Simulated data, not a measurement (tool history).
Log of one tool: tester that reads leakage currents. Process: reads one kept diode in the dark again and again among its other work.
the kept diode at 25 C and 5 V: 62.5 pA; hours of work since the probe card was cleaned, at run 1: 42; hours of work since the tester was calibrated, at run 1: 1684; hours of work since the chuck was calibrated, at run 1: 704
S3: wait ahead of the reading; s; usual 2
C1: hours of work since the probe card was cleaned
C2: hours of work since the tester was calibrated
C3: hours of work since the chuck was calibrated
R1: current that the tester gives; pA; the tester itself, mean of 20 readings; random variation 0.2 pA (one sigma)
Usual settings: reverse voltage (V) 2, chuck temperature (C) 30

Run 1, hour 0: usual settings; C1 42; C2 1684; C3 704. Result: R1 70.45 pA.
Run 2, hour 67.3: usual settings but chuck temperature (C) 32; C1 92; C2 1733; C3 754. Result: R1 81.78 pA.
At hour 117.1: chuck's temperature calibrated.
Run 3, hour 149.2: usual settings but chuck temperature (C) 32, S3 0.43 s; C1 151; C2 1792; C3 24. Result: R1 76.18 pA.
Run 4, hour 234.8: usual settings but chuck temperature (C) 32, S3 0.43 s; C1 214; C2 1855; C3 87. Result: R1 77.38 pA.
Run 5, hour 297.8: usual settings; C1 261; C2 1902; C3 133. Result: R1 66.53 pA.
Run 6, hour 361.1: usual settings; C1 307; C2 1948; C3 180. Result: R1 67.12 pA.
Run 7, hour 409.9: usual settings; C1 343; C2 1984; C3 216. Result: R1 67.21 pA.
Run 8, hour 472.3: usual settings; C1 389; C2 2030; C3 262. Result: R1 67.61 pA.
Run 9, hour 530.8: usual settings; C1 432; C2 2074; C3 305. Result: R1 67.64 pA.
Run 10, hour 585.6: usual settings but reverse voltage (V) 3.3, S3 1.61 s; C1 473; C2 2114; C3 345. Result: R1 82.96 pA.
Run 11, hour 621.1: usual settings but reverse voltage (V) 3.3, chuck temperature (C) 20, S3 1.61 s; C1 499; C2 2140; C3 372. Result: R1 40.16 pA.
At hour 630.7: probe card cleaned and baked.
Run 12, hour 695.3: usual settings but reverse voltage (V) 3.3, chuck temperature (C) 20, S3 1.61 s; C1 48; C2 2193; C3 424. Result: R1 40.79 pA.
Run 13, hour 738.7: usual settings but reverse voltage (V) 2.05, S3 1.5 s; C1 80; C2 2225; C3 456. Result: R1 70.22 pA.
Run 14, hour 815.9: usual settings but reverse voltage (V) 1.62, chuck temperature (C) 24, S3 1.5 s; C1 137; C2 2282; C3 513. Result: R1 42.02 pA.
Run 15, hour 864.7: usual settings but reverse voltage (V) 1.62, chuck temperature (C) 24, S3 1.5 s; C1 173; C2 2318; C3 549. Result: R1 42.17 pA.
Run 16, hour 907.4: usual settings but chuck temperature (C) 32; C1 204; C2 2349; C3 581. Result: R1 81.99 pA.
Run 17, hour 972.9: usual settings but chuck temperature (C) 32; C1 252; C2 2397; C3 629. Result: R1 81.87 pA.

3 ways to go on from here, each from the tool as it stands after run 17. What would each give?
At hour 1060.2: probe card cleaned and baked, once more.
Run A, hour 1061.8: usual settings but reverse voltage (V) 3.27, S3 1.65 s; C1 1; C2 2461; C3 692. Result: R1 ?.
At hour 1060.2: probe card cleaned and baked, once more.
Run B, hour 1061.8: usual settings but chuck temperature (C) 26, S3 1.84 s; C1 1; C2 2461; C3 692. Result: R1 ?.
At hour 1060.2: probe card cleaned and baked, once more.
Run C, hour 1061.8: usual settings but reverse voltage (V) 1.16, chuck temperature (C) 41, S3 7.74 s; C1 1; C2 2461; C3 692. Result: R1 ?.

run      R1
  A   85.73
  B   53.17
  C  123.65
Without the tool's hidden state the same runs would have given:
run      R1
  A   77.66
  B   48.06
  C  112.59

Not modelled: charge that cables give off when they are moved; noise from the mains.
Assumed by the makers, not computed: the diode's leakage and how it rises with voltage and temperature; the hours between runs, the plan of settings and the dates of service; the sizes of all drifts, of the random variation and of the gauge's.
